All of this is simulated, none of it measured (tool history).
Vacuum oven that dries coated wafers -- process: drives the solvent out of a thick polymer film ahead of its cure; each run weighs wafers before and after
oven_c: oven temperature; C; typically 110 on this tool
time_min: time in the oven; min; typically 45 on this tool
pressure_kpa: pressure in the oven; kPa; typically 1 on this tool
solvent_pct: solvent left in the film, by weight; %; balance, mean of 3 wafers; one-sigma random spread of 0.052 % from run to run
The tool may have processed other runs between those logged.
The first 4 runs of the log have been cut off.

Run 5, hour 168.9: usual settings. Result: solvent_pct 1.56 %.
Run 6, hour 218.2: usual settings but time_min 80 min. Result: solvent_pct 0.9 %.
Run 7, hour 268.3: usual settings but time_min 80 min, pressure_kpa 0.8 kPa. Result: solvent_pct 0.81 %.
Run 8, hour 331.7: usual settings but time_min 80 min, pressure_kpa 0.8 kPa. Result: solvent_pct 0.8 %.
Run 9, hour 387.7: usual settings but time_min 80 min, pressure_kpa 0.8 kPa. Result: solvent_pct 0.83 %.
Run 10, hour 428.6: usual settings but time_min 80 min, pressure_kpa 0.8 kPa. Result: solvent_pct 0.82 %.
Run 11, hour 462.6: usual settings but pressure_kpa 0.79 kPa. Result: solvent_pct 1.5 %.
Run 12, hour 522.5: usual settings but pressure_kpa 0.79 kPa. Result: solvent_pct 1.65 %.
Run 13, hour 594.7: usual settings. Result: solvent_pct 1.76 %.
Run 14, hour 633.6: usual settings. Result: solvent_pct 1.81 %.
At hour 639: vacuum gauge cleaned of residue and calibrated.
Run 15, hour 668: usual settings but pressure_kpa 1.17 kPa. Result: solvent_pct 1.94 %.
At hour 692: oven's thermocouples calibrated.
Run 16, hour 727.2: usual settings but oven_c 107 C, pressure_kpa 1.17 kPa. Result: solvent_pct 2.44 %.
Run 17, hour 773.2: usual settings but oven_c 107 C, pressure_kpa 1.17 kPa. Result: solvent_pct 2.34 %.
At hour 794.1: vacuum gauge cleaned of residue and calibrated, once more.
Run 18, hour 817.5: usual settings but time_min 57 min. Result: solvent_pct 0.89 %.
Run 19, hour 874: usual settings but oven_c 103 C, time_min 50 min, pressure_kpa 0.62 kPa. Result: solvent_pct 2.31 %.
Run 20, hour 940.4: usual settings but oven_c 112 C, time_min 53 min, pressure_kpa 0.99 kPa. Result: solvent_pct 0.94 %.
Run 21, hour 1002.3: usual settings but pressure_kpa 2.29 kPa. Result: solvent_pct 2.13 %.
Run 22, hour 1073.2: usual settings but oven_c 122 C, pressure_kpa 3.01 kPa. Result: solvent_pct 1.24 %.
Run 23, hour 1103.1: usual settings but oven_c 125 C, time_min 24 min, pressure_kpa 3.17 kPa. Result: solvent_pct 1.47 %.
Run 24, hour 1138.9: usual settings but oven_c 101 C, time_min 24 min, pressure_kpa 3.17 kPa. Result: solvent_pct 7.2 %.

What will run 25 give?
Run 25, hour 1177.1: usual settings but oven_c 101 C, time_min 24 min, pressure_kpa 3.17 kPa. Result: solvent_pct ?.

{"run 25": {"solvent_pct": 7.38}}
Were there no unlogged condition in the tool, this run, its random variation unchanged, would have produced solvent_pct 7.11 %.
